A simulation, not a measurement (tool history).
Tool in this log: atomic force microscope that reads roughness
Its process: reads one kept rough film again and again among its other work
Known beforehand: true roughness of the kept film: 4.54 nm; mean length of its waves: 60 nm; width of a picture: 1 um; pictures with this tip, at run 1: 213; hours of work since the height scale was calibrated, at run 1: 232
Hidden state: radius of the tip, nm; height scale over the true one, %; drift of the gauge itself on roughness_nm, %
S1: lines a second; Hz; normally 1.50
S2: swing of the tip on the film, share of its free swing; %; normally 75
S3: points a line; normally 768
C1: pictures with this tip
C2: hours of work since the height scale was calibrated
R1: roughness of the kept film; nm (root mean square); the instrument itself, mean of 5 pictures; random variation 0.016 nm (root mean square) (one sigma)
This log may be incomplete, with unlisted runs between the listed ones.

| run | hour | S1 | S2 | S3 | C1 | C2 | R1 |
|---|---|---|---|---|---|---|---|
| 1 | 0.0 | 1.50 | 75 | 768 | 213 | 232 | 3.640 |
| 2 | 19.8 | 3.52 | 75 | 768 | 229 | 241 | 3.189 |
| 3 | 29.7 | 1.50 | 75 | 768 | 237 | 245 | 3.616 |
| 4 | 40.8 | 1.50 | 75 | 768 | 246 | 250 | 3.619 |
| 5 | 49.9 | 1.50 | 75 | 768 | 253 | 254 | 3.599 |
| 6 | 59.7 | 1.50 | 75 | 768 | 261 | 259 | 3.601 |
| 7 | 69.7 | 1.50 | 75 | 768 | 269 | 263 | 3.613 |
| 8 | 81.7 | 0.62 | 75 | 552 | 279 | 269 | 3.823 |
| 9 | 91.0 | 3.24 | 56 | 768 | 286 | 273 | 3.741 |
| 10 | 103.8 | 2.06 | 78 | 433 | 297 | 279 | 3.370 |
| 11 | 121.0 | 2.06 | 74 | 835 | 311 | 286 | 3.425 |
| 12 | 131.9 | 2.06 | 74 | 835 | 320 | 291 | 3.450 |
| 13 | 145.5 | 0.56 | 66 | 265 | 331 | 297 | 3.830 |

Forecast each of these 3 alternatives for the next run:
| A | 161.3 | 0.64 | 77 | 307 | 343 | 305 | ? |
| B | 161.3 | 1.47 | 75 | 870 | 343 | 305 | ? |
| C | 161.3 | 1.50 | 78 | 768 | 343 | 305 | ? |

| run | R1 |
|---|---|
| A | 3.740 |
| B | 3.527 |
| C | 3.468 |
Had the tool no hidden state, the same runs would have come out as:
| run | R1 |
|---|---|
| A | 4.154 |
| B | 3.918 |
| C | 3.852 |

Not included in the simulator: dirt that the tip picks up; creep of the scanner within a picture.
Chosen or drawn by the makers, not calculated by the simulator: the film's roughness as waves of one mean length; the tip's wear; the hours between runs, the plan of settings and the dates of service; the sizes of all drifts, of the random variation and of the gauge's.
